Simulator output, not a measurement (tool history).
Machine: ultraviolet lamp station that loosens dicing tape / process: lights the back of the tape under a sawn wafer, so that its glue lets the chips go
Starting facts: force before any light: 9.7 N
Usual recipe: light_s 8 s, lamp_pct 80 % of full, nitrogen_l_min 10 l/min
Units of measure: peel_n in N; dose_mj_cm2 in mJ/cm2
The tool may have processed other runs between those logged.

| run | hour | light_s | lamp_pct | nitrogen_l_min | peel_n | dose_mj_cm2 |
|---|---|---|---|---|---|---|
| 1 | 0 | 8 | 80 | 10 | 0.959 | 463 |
| 2 | 7.1 | 8 | 80 | 10 | 0.982 | 465 |
| 3 | 17.4 | 8 | 80 | 9 | 1.009 | 466 |
| 4 | 30.8 | 8 | 80 | 3 | 1.652 | 459 |
| 5 | 39.4 | 8 | 71 | 3 | 2.012 | 405 |
| 6 | 55.7 | 8 | 71 | 3 | 2.047 | 407 |
| 7 | 63.3 | 8 | 71 | 3 | 2.061 | 402 |
| 8 | 76.6 | 8 | 67 | 9 | 1.447 | 382 |
| 9 | 89.2 | 6 | 67 | 5 | 2.755 | 287 |
| 10 | 100.1 | 8 | 76 | 4 | 1.679 | 429 |
| 11 | 112.3 | 8 | 76 | 4 | 1.596 | 432 |
| 12 | 128.2 | 10 | 69 | 10 | 0.852 | 487 |

Branching from run 12: 4 alternative next runs. What would each branch give?
| A | 144.6 | 8 | 69 | 10 | ? | ? |
| B | 144.6 | 10 | 69 | 11 | ? | ? |
| C | 144.6 | 10 | 64 | 10 | ? | ? |
| D | 144.6 | 11 | 80 | 10 | ? | ? |

| run | peel_n | dose_mj_cm2 |
|---|---|---|
| A | 1.309 | 389 |
| B | 0.806 | 487 |
| C | 1.005 | 446 |
| D | 0.493 | 617 |
With the hidden condition removed and each run's random variation left untouched, the same runs would have given:
| run | peel_n | dose_mj_cm2 |
|---|---|---|
| A | 1.033 | 440 |
| B | 0.611 | 550 |
| C | 0.773 | 504 |
| D | 0.371 | 696 |
